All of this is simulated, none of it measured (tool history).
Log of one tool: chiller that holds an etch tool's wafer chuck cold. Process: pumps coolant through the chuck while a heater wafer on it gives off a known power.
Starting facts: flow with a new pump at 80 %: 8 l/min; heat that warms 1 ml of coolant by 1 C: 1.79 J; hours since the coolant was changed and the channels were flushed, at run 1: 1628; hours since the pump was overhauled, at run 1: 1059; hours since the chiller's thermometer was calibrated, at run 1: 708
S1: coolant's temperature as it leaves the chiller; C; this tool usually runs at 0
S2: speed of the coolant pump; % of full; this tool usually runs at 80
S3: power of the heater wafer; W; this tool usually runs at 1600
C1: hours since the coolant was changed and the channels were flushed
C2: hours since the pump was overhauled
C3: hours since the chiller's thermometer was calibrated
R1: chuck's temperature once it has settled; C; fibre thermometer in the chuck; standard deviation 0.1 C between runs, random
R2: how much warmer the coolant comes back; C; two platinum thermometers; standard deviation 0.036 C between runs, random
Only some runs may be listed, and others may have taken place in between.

{"run": 1, "day": 0.0, "S1": 0, "S2": 80, "S3": 1600, "C1": 1628, "C2": 1059, "C3": 708, "R1": 14.7, "R2": 6.8}
{"run": 2, "day": 2.983, "S1": 0, "S2": 80, "S3": 1600, "C1": 1699, "C2": 1130, "C3": 780, "R1": 14.5, "R2": 6.76}
{"run": 3, "day": 4.379, "S1": 8, "S2": 80, "S3": 1600, "C1": 1733, "C2": 1164, "C3": 813, "R1": 22.8, "R2": 6.84}
{"run": 4, "day": 7.238, "S1": 0, "S2": 80, "S3": 1600, "C1": 1801, "C2": 1232, "C3": 882, "R1": 14.6, "R2": 6.77}
{"run": 5, "day": 9.367, "S1": 6, "S2": 80, "S3": 1600, "C1": 1852, "C2": 1284, "C3": 933, "R1": 20.7, "R2": 6.84}
{"run": 6, "day": 11.983, "S1": 6, "S2": 80, "S3": 1600, "C1": 1915, "C2": 1346, "C3": 996, "R1": 20.6, "R2": 6.87}
{"run": 7, "day": 14.275, "S1": 6, "S2": 80, "S3": 1600, "C1": 1970, "C2": 1401, "C3": 1051, "R1": 20.7, "R2": 6.83}
{"run": 8, "day": 16.842, "S1": 0, "S2": 86, "S3": 1600, "C1": 2032, "C2": 1463, "C3": 1112, "R1": 14.2, "R2": 6.38}
{"run": 9, "day": 19.233, "S1": 0, "S2": 80, "S3": 1131, "C1": 2089, "C2": 1520, "C3": 1170, "R1": 10.5, "R2": 4.8}
{"run": 10, "day": 22.133, "S1": 0, "S2": 80, "S3": 1131, "C1": 2159, "C2": 1590, "C3": 1239, "R1": 10.4, "R2": 4.91}
{"run": 11, "day": 24.804, "S1": 0, "S2": 80, "S3": 1600, "C1": 2223, "C2": 1654, "C3": 1303, "R1": 14.7, "R2": 6.89}
{"run": 12, "day": 27.612, "S1": 0, "S2": 88, "S3": 1600, "C1": 2290, "C2": 1721, "C3": 1371, "R1": 13.9, "R2": 6.26}
{"run": 13, "day": 30.379, "S1": 0, "S2": 88, "S3": 1600, "C1": 2357, "C2": 1788, "C3": 1437, "R1": 14.0, "R2": 6.22}
{"run": 14, "day": 33.375, "S1": 0, "S2": 88, "S3": 1600, "C1": 2429, "C2": 1860, "C3": 1509, "R1": 14.0, "R2": 6.33}
{"run": 15, "day": 35.771, "S1": 0, "S2": 80, "S3": 2166, "C1": 2486, "C2": 1917, "C3": 1567, "R1": 20.3, "R2": 9.43}
{"run": 16, "day": 39.012, "S1": 0, "S2": 80, "S3": 2166, "C1": 2564, "C2": 1995, "C3": 1644, "R1": 20.3, "R2": 9.37}
{"run": 17, "day": 41.012, "S1": 0, "S2": 80, "S3": 2166, "C1": 2612, "C2": 2043, "C3": 1693, "R1": 20.4, "R2": 9.34}
{"day": 41.517, "done": "coolant pump overhauled"}
{"run": 18, "day": 43.071, "S1": 3, "S2": 83, "S3": 2166, "C1": 2656, "C2": 37, "C3": 1737, "R1": 22.9, "R2": 9.12}
{"run": 19, "day": 45.05, "S1": -8, "S2": 94, "S3": 1600, "C1": 2704, "C2": 85, "C3": 1784, "R1": 5.7, "R2": 6.03}
{"run": 20, "day": 47.471, "S1": -8, "S2": 94, "S3": 1600, "C1": 2762, "C2": 143, "C3": 1843, "R1": 5.7, "R2": 6.0}
{"run": 21, "day": 50.846, "S1": -8, "S2": 96, "S3": 1985, "C1": 2843, "C2": 224, "C3": 1923, "R1": 8.6, "R2": 7.28}
{"run": 22, "day": 52.646, "S1": -4, "S2": 80, "S3": 1533, "C1": 2886, "C2": 267, "C3": 1967, "R1": 10.6, "R2": 6.72}
{"run": 23, "day": 55.442, "S1": -4, "S2": 80, "S3": 2228, "C1": 2953, "C2": 334, "C3": 2034, "R1": 17.2, "R2": 9.82}
{"run": 24, "day": 57.933, "S1": 0, "S2": 88, "S3": 1773, "C1": 3013, "C2": 394, "C3": 2094, "R1": 15.9, "R2": 7.12}
{"day": 58.704, "done": "coolant pump overhauled, once more"}
{"run": 25, "day": 61.204, "S1": -8, "S2": 84, "S3": 1600, "C1": 3087, "C2": 60, "C3": 2167, "R1": 6.3, "R2": 6.44}
{"run": 26, "day": 63.825, "S1": -4, "S2": 80, "S3": 2166, "C1": 3150, "C2": 123, "C3": 2230, "R1": 16.1, "R2": 9.13}
{"run": 27, "day": 65.208, "S1": 1, "S2": 61, "S3": 1921, "C1": 3183, "C2": 156, "C3": 2263, "R1": 22.0, "R2": 10.54}
{"run": 28, "day": 68.375, "S1": -7, "S2": 68, "S3": 1060, "C1": 3259, "C2": 232, "C3": 2339, "R1": 3.8, "R2": 5.25}
{"run": 29, "day": 71.621, "S1": -7, "S2": 68, "S3": 1060, "C1": 3337, "C2": 310, "C3": 2417, "R1": 3.7, "R2": 5.27}

What would each run have given without the hidden state, its run-to-run variation left as it was?
Hidden state present: heat passed by the chuck's channels, % of clean ones'; flow at a given pump speed, % of a new pump's; coolant's true temperature over the reading, C; drift of the gauge itself on chuck_c, C; drift of the gauge itself on warmer_back_c, C.
run=1 R1=14.0 R2=6.67
run=2 R1=13.8 R2=6.63
run=3 R1=22.0 R2=6.71
run=4 R1=13.8 R2=6.63
run=5 R1=19.9 R2=6.69
run=6 R1=19.9 R2=6.71
run=7 R1=19.9 R2=6.67
run=8 R1=13.4 R2=6.22
run=9 R1=9.9 R2=4.67
run=10 R1=9.8 R2=4.78
run=11 R1=13.8 R2=6.69
run=12 R1=13.1 R2=6.08
run=13 R1=13.1 R2=6.03
run=14 R1=13.0 R2=6.13
run=15 R1=18.9 R2=9.12
run=16 R1=18.8 R2=9.05
run=17 R1=18.9 R2=9.01
run=18 R1=21.3 R2=8.69
run=19 R1=4.6 R2=5.74
run=20 R1=4.6 R2=5.71
run=21 R1=7.2 R2=6.91
run=22 R1=9.4 R2=6.38
run=23 R1=15.3 R2=9.31
run=24 R1=14.5 R2=6.75
run=25 R1=5.5 R2=6.41
run=26 R1=14.7 R2=9.08
run=27 R1=20.6 R2=10.47
run=28 R1=3.2 R2=5.21
run=29 R1=3.1 R2=5.22

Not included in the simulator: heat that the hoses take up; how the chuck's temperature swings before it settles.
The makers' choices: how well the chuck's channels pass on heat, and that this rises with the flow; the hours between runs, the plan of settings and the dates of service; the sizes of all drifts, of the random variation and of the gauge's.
